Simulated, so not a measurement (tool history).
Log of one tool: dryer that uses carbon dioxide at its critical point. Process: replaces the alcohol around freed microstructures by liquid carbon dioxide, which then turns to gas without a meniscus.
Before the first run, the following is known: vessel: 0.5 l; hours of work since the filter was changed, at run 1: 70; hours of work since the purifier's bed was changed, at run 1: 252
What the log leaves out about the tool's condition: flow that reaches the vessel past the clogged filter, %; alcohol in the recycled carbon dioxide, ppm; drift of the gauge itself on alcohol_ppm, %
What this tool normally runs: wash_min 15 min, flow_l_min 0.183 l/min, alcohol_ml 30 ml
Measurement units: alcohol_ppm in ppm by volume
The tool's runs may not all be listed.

run   hour  wash_min  flow_l_min  alcohol_ml  hours of work since the filter was changed  hours of work since the purifier's bed was changed  alcohol_ppm
  1    0.0        15       0.183          30                                          70                                                 252          863
  2    7.4        15       0.183          30                                          75                                                 257          880
  3   13.4        13       0.183          30                                          79                                                 261         1531
  4   19.2        13       0.183          30                                          82                                                 264         1558
  5   25.6        15       0.150          30                                          87                                                 269         1918
  6   30.2        15       0.150          48                                          90                                                 272         3018
  7   37.8        15       0.183          30                                          95                                                 277          890
  8   46.7        19       0.183          30                                         101                                                 283          310
  9   52.6        19       0.183          30                                         104                                                 287          312
 10   58.5        12       0.183          30                                         108                                                 290         2162
 11   64.6        12       0.183          30                                         112                                                 294         2120
 12   69.6        12       0.183          30                                         116                                                 298         2108
 13   80.1         9       0.183          30                                         123                                                 305         4779
 14   87.8        15       0.183          30                                         128                                                 310          951
 15   94.1        15       0.183          33                                         132                                                 314         1053
 16  104.4        14       0.183          33                                         139                                                 321         1367
 17  112.1        14       0.183          33                                         144                                                 326         1358
 18  118.6        15       0.124          46                                         148                                                 330         5628
 19  128.0        15       0.124          46                                         154                                                 336         5661
 20  132.6        12       0.192          65                                         157                                                 339         3949
 21  142.0        10       0.183          70                                         164                                                 346         8957
 22  150.4        15       0.227          62                                         169                                                 351          785
 23  158.0        19       0.128          30                                         174                                                 356         1635
 24  168.5        10       0.149          30                                         181                                                 363         6532
 25  173.3        14       0.183          30                                         184                                                 366         1346
 26  182.3        15       0.175          73                                         190                                                 372         2950
 27  192.2        12       0.186          30                                         197                                                 379         2281

What would each run have given without the hidden state, its run-to-run variation left as it was?
run  alcohol_ppm
  1          741
  2          750
  3         1332
  4         1349
  5         1667
  6         2620
  7          734
  8          231
  9          231
 10         1834
 11         1790
 12         1771
 13         4177
 14          742
 15          817
 16         1071
 17         1057
 18         4704
 19         4702
 20         3121
 21         7390
 22          531
 23         1237
 24         5500
 25          983
 26         2145
 27         1718
